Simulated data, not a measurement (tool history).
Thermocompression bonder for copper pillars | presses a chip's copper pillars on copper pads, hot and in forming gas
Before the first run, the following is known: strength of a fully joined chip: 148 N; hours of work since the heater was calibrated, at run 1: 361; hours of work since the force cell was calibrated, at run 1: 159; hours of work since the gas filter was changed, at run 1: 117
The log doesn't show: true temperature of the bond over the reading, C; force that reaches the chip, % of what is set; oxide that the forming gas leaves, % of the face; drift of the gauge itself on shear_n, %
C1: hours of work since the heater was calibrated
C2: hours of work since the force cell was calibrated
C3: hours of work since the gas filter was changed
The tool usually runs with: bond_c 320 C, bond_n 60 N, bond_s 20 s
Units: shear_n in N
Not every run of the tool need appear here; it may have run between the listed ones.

run 1 hour=0 | bond_c=320 bond_n=60 bond_s=20 | C1=361 C2=159 C3=117 | shear_n=77.6
run 2 hour=4.7 | bond_c=320 bond_n=60 bond_s=20 | C1=364 C2=161 C3=120 | shear_n=77.8
run 3 hour=12 | bond_c=320 bond_n=60 bond_s=20 | C1=367 C2=165 C3=123 | shear_n=77.2
run 4 hour=16.1 | bond_c=320 bond_n=60 bond_s=20 | C1=369 C2=167 C3=125 | shear_n=78.4
run 5 hour=23.4 | bond_c=320 bond_n=60 bond_s=20 | C1=372 C2=170 C3=128 | shear_n=78.1
run 6 hour=30.5 | bond_c=320 bond_n=60 bond_s=20 | C1=375 C2=173 C3=131 | shear_n=77.9
run 7 hour=37.5 | bond_c=320 bond_n=60 bond_s=20 | C1=379 C2=176 C3=135 | shear_n=77.4
run 8 hour=47.5 | bond_c=320 bond_n=60 bond_s=20 | C1=383 C2=181 C3=139 | shear_n=77.3
run 9 hour=52 | bond_c=320 bond_n=60 bond_s=20 | C1=385 C2=183 C3=141 | shear_n=78.3
run 10 hour=60.9 | bond_c=320 bond_n=60 bond_s=20 | C1=389 C2=187 C3=145 | shear_n=77.9
run 11 hour=69.6 | bond_c=320 bond_n=60 bond_s=20 | C1=393 C2=191 C3=149 | shear_n=78
run 12 hour=79.3 | bond_c=320 bond_n=53 bond_s=12 | C1=398 C2=196 C3=154 | shear_n=60.4
run 13 hour=85.8 | bond_c=320 bond_n=60 bond_s=11 | C1=401 C2=199 C3=157 | shear_n=63.5
run 14 hour=92 | bond_c=324 bond_n=62 bond_s=32 | C1=404 C2=201 C3=160 | shear_n=95.2
run 15 hour=99 | bond_c=346 bond_n=60 bond_s=29 | C1=407 C2=205 C3=163 | shear_n=101.9
run 16 hour=105.6 | bond_c=320 bond_n=60 bond_s=56 | C1=410 C2=208 C3=166 | shear_n=106.8
run 17 hour=111.4 | bond_c=303 bond_n=64 bond_s=20 | C1=413 C2=210 C3=169 | shear_n=72.8
run 18 hour=115.6 | bond_c=302 bond_n=48 bond_s=20 | C1=415 C2=212 C3=171 | shear_n=59.7
run 19 hour=121.6 | bond_c=320 bond_n=55 bond_s=20 | C1=417 C2=215 C3=173 | shear_n=74.8
run 20 hour=125.8 | bond_c=343 bond_n=61 bond_s=17 | C1=419 C2=217 C3=175 | shear_n=87.5
run 21 hour=130.9 | bond_c=293 bond_n=72 bond_s=29 | C1=422 C2=219 C3=178 | shear_n=81.6

Each row is a separate what-if for the run after 21, all from the same tool condition, not one after another. Results?
run A hour=140.3 | bond_c=293 bond_n=72 bond_s=21 | C1=426 C2=224 C3=182 | shear_n=?
run B hour=140.3 | bond_c=322 bond_n=73 bond_s=53 | C1=426 C2=224 C3=182 | shear_n=?
run C hour=140.3 | bond_c=297 bond_n=67 bond_s=11 | C1=426 C2=224 C3=182 | shear_n=?
run D hour=140.3 | bond_c=320 bond_n=60 bond_s=14 | C1=426 C2=224 C3=182 | shear_n=?

run=A shear_n=73.1
run=B shear_n=115.2
run=C shear_n=56.8
run=D shear_n=69.3
The same runs, with their run-to-run variation unchanged, on a tool lacking any hidden condition would have given:
run=A shear_n=72.4
run=B shear_n=114
run=C shear_n=56.3
run=D shear_n=68.7

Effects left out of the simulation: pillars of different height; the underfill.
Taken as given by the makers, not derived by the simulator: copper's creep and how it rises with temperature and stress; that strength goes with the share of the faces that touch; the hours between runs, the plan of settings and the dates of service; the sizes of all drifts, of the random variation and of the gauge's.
